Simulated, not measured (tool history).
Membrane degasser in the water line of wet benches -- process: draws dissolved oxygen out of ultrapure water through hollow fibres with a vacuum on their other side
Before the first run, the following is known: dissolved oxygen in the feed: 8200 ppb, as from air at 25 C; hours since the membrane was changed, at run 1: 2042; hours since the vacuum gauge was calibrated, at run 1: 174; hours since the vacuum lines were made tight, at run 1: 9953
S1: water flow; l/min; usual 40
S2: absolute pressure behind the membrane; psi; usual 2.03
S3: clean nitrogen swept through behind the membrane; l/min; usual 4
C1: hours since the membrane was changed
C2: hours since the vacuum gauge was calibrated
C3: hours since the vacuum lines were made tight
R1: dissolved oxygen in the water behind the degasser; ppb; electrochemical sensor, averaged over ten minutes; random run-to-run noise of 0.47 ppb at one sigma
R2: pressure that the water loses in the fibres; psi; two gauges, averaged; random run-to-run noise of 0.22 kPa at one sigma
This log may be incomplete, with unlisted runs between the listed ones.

run    hour  S1    S2     S3    C1    C2     C3     R1      R2
  1       0  40  2.03      4  2042   174   9953    253   8.022
  2    91.4  40  2.03   4.64  2133   265  10044  220.9   8.032
  3     174  40  2.03      4  2216   348  10127  253.1   8.018
  4   225.2  40  2.03      4  2267   399  10178  254.9   7.984
  5   273.4  25  2.03      4  2315   447  10226  163.7   4.957
  6     372  40  2.03   3.88  2414   546  10325  259.5   8.028
  7     426  57  2.03      4  2468   600  10379  353.5  11.471
  8     484  57  2.03   4.56  2526   658  10437  316.7  11.358
  9   567.2  31  2.03   4.56  2609   741  10520    177   6.148
      648.2  -- seals of the vacuum lines changed
 10   659.8  40  2.03  11.15  2700   832     12   96.9   8.006
 11   741.3  40  2.36      4  2781   913     93  303.5   8.068
 12   830.7  40  2.03      4  2871  1003    182  252.5   8.047
 13   900.2  40  2.03      4  2940  1072    252  251.4   8.025
 14   980.4  40  2.03      4  3020  1152    332  252.5       8
 15  1074.7  40  2.03      4  3115  1247    427  252.7   8.022
 16  1162.2  40  2.78      4  3202  1334    514  367.2   8.074
 17  1224.3  47   2.6      4  3264  1396    576  393.6   9.471
 18  1288.9  26  4.22      4  3329  1461    641  390.7   5.236
 19  1339.7  26  4.22      4  3380  1512    691  390.9   5.227
 20  1416.9  50  1.39   3.12  3457  1589    769  238.4    9.95
 21  1504.8  50  1.39   3.12  3545  1677    857  239.6  10.093
     1511.9  -- vacuum gauge calibrated
 22  1587.8  43  3.44   4.74  3627    76    939  428.1   8.675
 23  1659.5  43  3.44   4.74  3699   148   1011  427.8   8.692
 24  1748.2  28  2.03   1.79  3788   236   1099  376.8   5.635
 25  1814.7  48  2.03   6.53  3854   303   1166  195.4    9.61
     1848.8  -- vacuum gauge calibrated, once more
 26  1863.5  55  1.94   6.53  3902    15   1214  210.8  10.937
 27  1930.8  55  1.94   6.53  3970    82   1282  210.1  11.055
 28  1982.7  46  3.73      4  4022   134   1334  571.1    9.32

Forecast run 29:
 29  2069.1  52  2.18   4  4108  220  1420   ?   ?

{"run 29": {"R1": 350.4, "R2": 10.485}}
Were there no unlogged condition in the tool, this run, its random variation unchanged, would have produced R1 348.4 ppb, R2 10.28 psi.
